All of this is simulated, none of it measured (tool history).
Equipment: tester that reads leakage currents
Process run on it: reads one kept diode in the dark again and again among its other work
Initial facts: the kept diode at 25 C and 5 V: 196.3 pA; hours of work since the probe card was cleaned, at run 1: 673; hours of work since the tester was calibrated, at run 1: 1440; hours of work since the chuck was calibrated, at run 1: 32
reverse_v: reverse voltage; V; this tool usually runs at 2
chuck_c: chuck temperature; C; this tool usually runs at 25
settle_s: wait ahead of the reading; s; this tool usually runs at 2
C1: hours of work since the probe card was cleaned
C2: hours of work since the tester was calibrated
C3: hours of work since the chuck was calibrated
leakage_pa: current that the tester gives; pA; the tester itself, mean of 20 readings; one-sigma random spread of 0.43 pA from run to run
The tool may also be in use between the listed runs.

Run 1, hour 0: usual settings; C1 673; C2 1440; C3 32. Result: leakage_pa 144.26 pA.
Run 2, hour 40.9: usual settings; C1 703; C2 1470; C3 62. Result: leakage_pa 144.03 pA.
Run 3, hour 83.7: usual settings; C1 734; C2 1501; C3 93. Result: leakage_pa 143.91 pA.
Run 4, hour 140.1: usual settings; C1 775; C2 1543; C3 134. Result: leakage_pa 142.87 pA.
Run 5, hour 208.7: usual settings but chuck_c 28 C; C1 826; C2 1593; C3 185. Result: leakage_pa 179.09 pA.
Run 6, hour 249.2: usual settings but chuck_c 28 C; C1 855; C2 1622; C3 214. Result: leakage_pa 179.69 pA.
Run 7, hour 306.4: usual settings but chuck_c 28 C; C1 897; C2 1664; C3 256. Result: leakage_pa 178.23 pA.
Run 8, hour 390.2: usual settings but reverse_v 7.53 V; C1 959; C2 1726; C3 318. Result: leakage_pa 225.19 pA.
Run 9, hour 460.5: usual settings but settle_s 0.54 s; C1 1010; C2 1777; C3 369. Result: leakage_pa 140.4 pA.
Run 10, hour 508.1: usual settings but chuck_c 55 C; C1 1045; C2 1812; C3 404. Result: leakage_pa 1176.41 pA.
Run 11, hour 589.7: usual settings but reverse_v 3.17 V; C1 1105; C2 1872; C3 464. Result: leakage_pa 163.29 pA.
Run 12, hour 626.6: usual settings; C1 1132; C2 1899; C3 491. Result: leakage_pa 138.46 pA.
Run 13, hour 661.9: usual settings but chuck_c 53 C; C1 1158; C2 1925; C3 517. Result: leakage_pa 1032.35 pA.
Run 14, hour 710.7: usual settings but chuck_c 53 C; C1 1194; C2 1961; C3 553. Result: leakage_pa 1019.56 pA.
Run 15, hour 745.6: usual settings but chuck_c 40 C; C1 1219; C2 1986; C3 578. Result: leakage_pa 421.06 pA.
Run 16, hour 818: usual settings but reverse_v 11.71 V; C1 1272; C2 2039; C3 631. Result: leakage_pa 257.62 pA.
Run 17, hour 885.5: usual settings but settle_s 9.75 s; C1 1322; C2 2089; C3 681. Result: leakage_pa 135.97 pA.
Run 18, hour 951.3: usual settings but settle_s 9.75 s; C1 1370; C2 2137; C3 729. Result: leakage_pa 135.02 pA.
At hour 995.2: chuck's temperature calibrated.
Run 19, hour 995.2: usual settings; C1 1401; C2 2168; C3 0. Result: leakage_pa 145.93 pA.
Run 20, hour 1049.7: usual settings but chuck_c 21 C; C1 1441; C2 2208; C3 40. Result: leakage_pa 105.81 pA.
Run 21, hour 1132.4: usual settings but chuck_c 37 C, settle_s 0.62 s; C1 1501; C2 2268; C3 101. Result: leakage_pa 354.6 pA.
Run 22, hour 1178.5: usual settings but reverse_v 18.55 V, chuck_c 37 C, settle_s 2.58 s; C1 1535; C2 2302; C3 134. Result: leakage_pa 781.11 pA.
Run 23, hour 1245.9: usual settings but reverse_v 18.55 V, chuck_c 37 C, settle_s 2.58 s; C1 1584; C2 2352; C3 184. Result: leakage_pa 775.73 pA.
Run 24, hour 1310.1: usual settings but reverse_v 8.91 V, chuck_c 54 C, settle_s 0.35 s; C1 1631; C2 2399; C3 231. Result: leakage_pa 1914.39 pA.
Run 25, hour 1369.5: usual settings but reverse_v 8.91 V, chuck_c 54 C, settle_s 0.35 s; C1 1675; C2 2442; C3 274. Result: leakage_pa 1912.97 pA.
At hour 1398.1: tester calibrated.
Run 26, hour 1408: usual settings but reverse_v 8.91 V, chuck_c 54 C, settle_s 0.35 s; C1 1702; C2 7; C3 301. Result: leakage_pa 1856.11 pA.
Run 27, hour 1446.2: usual settings but reverse_v 2.93 V, chuck_c 58 C; C1 1730; C2 35; C3 329. Result: leakage_pa 1616.95 pA.
Run 28, hour 1491.5: usual settings but reverse_v 2.93 V, chuck_c 58 C; C1 1763; C2 68; C3 362. Result: leakage_pa 1615.98 pA.
Run 29, hour 1578.1: usual settings but reverse_v 2.93 V, chuck_c 58 C; C1 1826; C2 132; C3 426. Result: leakage_pa 1603.89 pA.
Run 30, hour 1629.7: usual settings but reverse_v 1.88 V, chuck_c 22 C, settle_s 1 s; C1 1864; C2 170; C3 464. Result: leakage_pa 105.18 pA.
Run 31, hour 1692.2: usual settings but reverse_v 8.69 V, chuck_c 22 C, settle_s 2.13 s; C1 1910; C2 216; C3 510. Result: leakage_pa 183.07 pA.
Run 32, hour 1745: usual settings but reverse_v 7.31 V, chuck_c 29 C, settle_s 1.14 s; C1 1949; C2 254; C3 548. Result: leakage_pa 292.21 pA.
Run 33, hour 1785.9: usual settings but reverse_v 6.69 V, chuck_c 23 C; C1 1979; C2 284; C3 578. Result: leakage_pa 177.84 pA.
Run 34, hour 1832.5: usual settings but reverse_v 5.72 V, chuck_c 30 C; C1 2013; C2 318; C3 612. Result: leakage_pa 285.93 pA.
Run 35, hour 1891.1: usual settings but reverse_v 3.93 V, chuck_c 39 C; C1 2056; C2 361; C3 655. Result: leakage_pa 482.6 pA.
Run 36, hour 1948.3: usual settings but reverse_v 12.29 V, chuck_c 46 C, settle_s 0.36 s; C1 2098; C2 403; C3 697. Result: leakage_pa 1190.88 pA.
Run 37, hour 1998.2: usual settings but reverse_v 4.01 V, chuck_c 36 C, settle_s 0.76 s; C1 2134; C2 440; C3 734. Result: leakage_pa 391.28 pA.
At hour 2039.3: chuck's temperature calibrated.
Run 38, hour 2070.1: usual settings but reverse_v 2.3 V, settle_s 1.8 s; C1 2186; C2 491; C3 23. Result: leakage_pa 151.89 pA.
Run 39, hour 2145.4: usual settings but reverse_v 2.3 V, settle_s 4.98 s; C1 2241; C2 546; C3 78. Result: leakage_pa 150.7 pA.
Run 40, hour 2220.3: usual settings but settle_s 8.08 s; C1 2296; C2 601; C3 133. Result: leakage_pa 143.04 pA.

Had the tool no unlogged condition, and each run kept its random variation, what would the results have been?
What the log doesn't record here: stray current of the dirty probe card, pA a volt; current scale over the true one, %; true chuck temperature over the reading, C; drift of the gauge itself on leakage_pa, %.
run  leakage_pa
  1       142.9
  2      143.01
  3      143.27
  4       142.8
  5      179.84
  6      180.91
  7       180.1
  8      227.84
  9      143.31
 10     1199.18
 11      167.95
 12      142.95
 13     1062.18
 14     1051.88
 15      436.88
 16      266.77
 17      142.86
 18      142.53
 19      143.14
 20      103.99
 21      351.59
 22      771.53
 23      769.43
 24     1913.39
 25     1918.63
 26     1913.02
 27     1670.39
 28     1673.13
 29      1668.5
 30      110.22
 31      190.15
 32      306.51
 33      186.46
 34      302.11
 35      512.69
 36     1263.99
 37      418.52
 38      150.23
 39      149.77
 40      142.94
